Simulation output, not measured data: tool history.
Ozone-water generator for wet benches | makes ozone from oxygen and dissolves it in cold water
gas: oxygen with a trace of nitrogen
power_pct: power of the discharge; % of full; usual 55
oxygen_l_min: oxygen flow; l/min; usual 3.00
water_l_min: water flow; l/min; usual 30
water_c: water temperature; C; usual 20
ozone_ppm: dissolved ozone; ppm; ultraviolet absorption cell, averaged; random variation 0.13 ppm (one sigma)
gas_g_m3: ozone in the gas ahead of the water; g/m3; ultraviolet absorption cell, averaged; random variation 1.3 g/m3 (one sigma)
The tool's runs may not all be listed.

run     day  power_pct  oxygen_l_min  water_l_min  water_c  ozone_ppm  gas_g_m3
  1   0.000         55          3.00           30       20       14.0     223.8
  2   2.717         55          3.00           30       20       13.8     221.5
  3   8.317         55          3.00           30       20       13.8     220.6
  4  11.508         55          3.00           30       13       14.7     221.7
  5  16.558         46          3.00           30       20       12.3     193.6
  6  21.892         46          3.00           30       20       12.0     191.8
  7  24.533         46          3.00           30       20       12.2     193.5
  8  27.200         46          3.00           30       20       12.3     193.6
     29.112  -- contactor cleaned
  9  31.650         46          3.00           30       20       12.5     193.1
 10  36.262         46          3.00           30       20       12.2     191.2
 11  41.054         46          3.00           30       20       12.3     193.6
 12  45.983         46          3.00           34       20       11.1     191.1
     46.450  -- water thermometer calibrated
 13  51.479         45          5.06           41       12       10.9     144.2
 14  57.733         48          5.06           38       12       12.3     150.0
 15  62.379         52          1.80           39       17        8.6     268.0
     62.962  -- water thermometer calibrated, once more
 16  67.571         51          1.80           39       17        8.7     263.3
 17  70.262         55          3.00           30       24       13.4     214.5
 18  73.167         54          3.00           30       21       13.7     213.2

5 ways to go on from here, each from the tool as it stands after run 18. What would each give?
  A  78.688         55          2.60           30       20          ?         ?
  B  78.688         54          3.00           46       13          ?         ?
  C  78.688         55          3.00           39       25          ?         ?
  D  78.688         53          3.00           30       20          ?         ?
  E  78.688         55          2.94           31       18          ?         ?

run  ozone_ppm  gas_g_m3
  A       13.1     232.2
  B        9.1     210.3
  C       10.2     214.8
  D       13.4     210.2
  E       13.4     217.9
Without the tool's hidden state the same runs would have given:
run  ozone_ppm  gas_g_m3
  A       14.2     248.9
  B        9.9     225.1
  C       11.1     230.2
  D       14.5     224.8
  E       14.5     233.6

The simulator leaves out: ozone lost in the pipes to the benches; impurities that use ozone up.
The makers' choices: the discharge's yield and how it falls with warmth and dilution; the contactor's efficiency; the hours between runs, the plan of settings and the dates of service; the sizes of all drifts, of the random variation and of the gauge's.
